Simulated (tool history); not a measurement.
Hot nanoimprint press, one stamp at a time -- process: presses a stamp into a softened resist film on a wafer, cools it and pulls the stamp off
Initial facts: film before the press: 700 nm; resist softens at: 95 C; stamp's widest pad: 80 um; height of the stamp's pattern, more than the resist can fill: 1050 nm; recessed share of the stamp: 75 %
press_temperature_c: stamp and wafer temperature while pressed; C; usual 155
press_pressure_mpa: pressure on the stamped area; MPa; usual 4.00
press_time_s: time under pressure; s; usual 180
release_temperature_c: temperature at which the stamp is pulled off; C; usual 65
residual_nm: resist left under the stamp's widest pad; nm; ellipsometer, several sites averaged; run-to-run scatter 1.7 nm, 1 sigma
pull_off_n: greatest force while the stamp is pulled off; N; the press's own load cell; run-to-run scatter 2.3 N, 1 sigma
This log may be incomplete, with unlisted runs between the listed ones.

run   hour  press_temperature_c  press_pressure_mpa  press_time_s  release_temperature_c  residual_nm  pull_off_n
  1    0.0                  155                4.00           180                     65        254.1         127
  2   24.0                  155                4.00           180                     65        253.9         127
  3   59.8                  155                4.00           180                     65        251.6         124
  4  102.3                  155                4.00           180                     65        250.0         128
  5  133.5                  155                4.00           180                     65        251.8         129
  6  166.0                  155                4.00           180                     65        249.9         130
  7  197.6                  155                4.00           180                     65        250.7         130
  8  240.7                  155                4.00           180                     65        250.4         134
  9  277.3                  155                4.00           180                     65        248.8         135
 10  323.6                  155                4.00           237                     65        223.1         136
 11  360.2                  155                4.00           180                     67        246.4         134
 12  398.8                  155                4.00           180                     67        246.2         134
 13  421.0                  155                4.00           180                     65        247.8         133
 14  455.4                  155                4.00           180                     65        245.8         134
 15  475.2                  155                4.00           180                     54        248.1         153
 16  506.3                  165                4.42           244                     68        124.8         130
 17  546.1                  165                4.42           244                     68        124.8         135
 18  593.6                  155                2.46           182                     60        304.0         145
 19  616.6                  155                2.46           182                     60        302.8         145
     653.9  -- stamp cleaned and given a new release coat
 20  655.9                  149                4.80           158                     53        323.2         128
     678.9  -- plate thermocouple calibrated
 21  694.3                  167                2.74           158                     53        191.4         133
 22  714.5                  166                5.14           180                     60        137.8         124

Expected results for the next run?
 23  737.5                  166                5.14           180                     60            ?           ?

{"run 23": {"residual_nm": 137.5, "pull_off_n": 128}}
Were there no unlogged condition in the tool, this run, its random variation unchanged, would have produced residual_nm 131.5 nm, pull_off_n 126 N.
